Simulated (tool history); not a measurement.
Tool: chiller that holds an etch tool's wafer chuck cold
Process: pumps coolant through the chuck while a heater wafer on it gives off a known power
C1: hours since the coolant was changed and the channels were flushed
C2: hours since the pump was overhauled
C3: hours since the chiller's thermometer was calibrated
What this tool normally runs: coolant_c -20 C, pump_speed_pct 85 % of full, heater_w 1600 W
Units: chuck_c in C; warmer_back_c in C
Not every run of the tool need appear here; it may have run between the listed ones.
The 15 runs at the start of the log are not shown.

{"run": 16, "hour": 437.0, "coolant_c": -20, "pump_speed_pct": 85, "heater_w": 1600, "C1": 3487, "C2": 56, "C3": 1848, "chuck_c": -3.1, "warmer_back_c": 5.98}
{"run": 17, "hour": 465.1, "coolant_c": -20, "pump_speed_pct": 85, "heater_w": 1600, "C1": 3515, "C2": 84, "C3": 1876, "chuck_c": -3.1, "warmer_back_c": 5.94}
{"run": 18, "hour": 506.8, "coolant_c": -20, "pump_speed_pct": 85, "heater_w": 1600, "C1": 3557, "C2": 126, "C3": 1918, "chuck_c": -3.1, "warmer_back_c": 5.99}
{"run": 19, "hour": 544.9, "coolant_c": -20, "pump_speed_pct": 85, "heater_w": 1600, "C1": 3595, "C2": 164, "C3": 1956, "chuck_c": -3.1, "warmer_back_c": 5.99}
{"hour": 581.8, "done": "coolant changed, channels flushed"}
{"run": 20, "hour": 591.0, "coolant_c": -20, "pump_speed_pct": 69, "heater_w": 1762, "C1": 9, "C2": 204, "C3": 1996, "chuck_c": -2.6, "warmer_back_c": 8.03}
{"run": 21, "hour": 614.4, "coolant_c": -20, "pump_speed_pct": 69, "heater_w": 1762, "C1": 33, "C2": 227, "C3": 2020, "chuck_c": -2.2, "warmer_back_c": 8.1}
{"run": 22, "hour": 636.6, "coolant_c": -12, "pump_speed_pct": 85, "heater_w": 1600, "C1": 55, "C2": 249, "C3": 2042, "chuck_c": 1.7, "warmer_back_c": 5.91}
{"run": 23, "hour": 670.1, "coolant_c": -12, "pump_speed_pct": 85, "heater_w": 1600, "C1": 88, "C2": 283, "C3": 2075, "chuck_c": 1.6, "warmer_back_c": 6.03}
{"run": 24, "hour": 707.3, "coolant_c": -12, "pump_speed_pct": 85, "heater_w": 1600, "C1": 125, "C2": 320, "C3": 2112, "chuck_c": 1.8, "warmer_back_c": 6.05}
{"run": 25, "hour": 726.1, "coolant_c": -12, "pump_speed_pct": 63, "heater_w": 1262, "C1": 144, "C2": 339, "C3": 2131, "chuck_c": 1.3, "warmer_back_c": 6.35}
{"run": 26, "hour": 747.0, "coolant_c": -18, "pump_speed_pct": 89, "heater_w": 1058, "C1": 165, "C2": 360, "C3": 2152, "chuck_c": -9.5, "warmer_back_c": 3.82}
{"run": 27, "hour": 787.1, "coolant_c": -18, "pump_speed_pct": 62, "heater_w": 1600, "C1": 205, "C2": 400, "C3": 2192, "chuck_c": -0.4, "warmer_back_c": 8.21}
{"run": 28, "hour": 806.4, "coolant_c": -20, "pump_speed_pct": 89, "heater_w": 1411, "C1": 225, "C2": 419, "C3": 2211, "chuck_c": -8.2, "warmer_back_c": 5.07}
{"run": 29, "hour": 830.2, "coolant_c": -20, "pump_speed_pct": 89, "heater_w": 1411, "C1": 248, "C2": 443, "C3": 2235, "chuck_c": -8.5, "warmer_back_c": 5.06}
{"run": 30, "hour": 863.1, "coolant_c": -20, "pump_speed_pct": 89, "heater_w": 1411, "C1": 281, "C2": 476, "C3": 2268, "chuck_c": -8.3, "warmer_back_c": 5.11}
{"run": 31, "hour": 893.3, "coolant_c": -20, "pump_speed_pct": 89, "heater_w": 1411, "C1": 312, "C2": 506, "C3": 2298, "chuck_c": -8.2, "warmer_back_c": 5.07}
{"run": 32, "hour": 934.1, "coolant_c": -26, "pump_speed_pct": 60, "heater_w": 936, "C1": 352, "C2": 547, "C3": 2339, "chuck_c": -15.8, "warmer_back_c": 4.96}
{"run": 33, "hour": 955.7, "coolant_c": -26, "pump_speed_pct": 60, "heater_w": 1666, "C1": 374, "C2": 568, "C3": 2361, "chuck_c": -7.2, "warmer_back_c": 8.82}

Forecast each of these 3 alternatives for the next run:
{"run": "A", "hour": 999.5, "coolant_c": -26, "pump_speed_pct": 60, "heater_w": 1121, "C1": 418, "C2": 612, "C3": 2405, "chuck_c": "?", "warmer_back_c": "?"}
{"run": "B", "hour": 999.5, "coolant_c": -21, "pump_speed_pct": 60, "heater_w": 1666, "C1": 418, "C2": 612, "C3": 2405, "chuck_c": "?", "warmer_back_c": "?"}
{"run": "C", "hour": 999.5, "coolant_c": -12, "pump_speed_pct": 63, "heater_w": 877, "C1": 418, "C2": 612, "C3": 2405, "chuck_c": "?", "warmer_back_c": "?"}

run=A chuck_c=-13.7 warmer_back_c=5.99
run=B chuck_c=-2.2 warmer_back_c=8.82
run=C chuck_c=-2.9 warmer_back_c=4.48
With the hidden condition removed and each run's random variation left untouched, the same runs would have given:
run=A chuck_c=-13.2 warmer_back_c=5.92
run=B chuck_c=-1.9 warmer_back_c=8.72
run=C chuck_c=-2.4 warmer_back_c=4.43
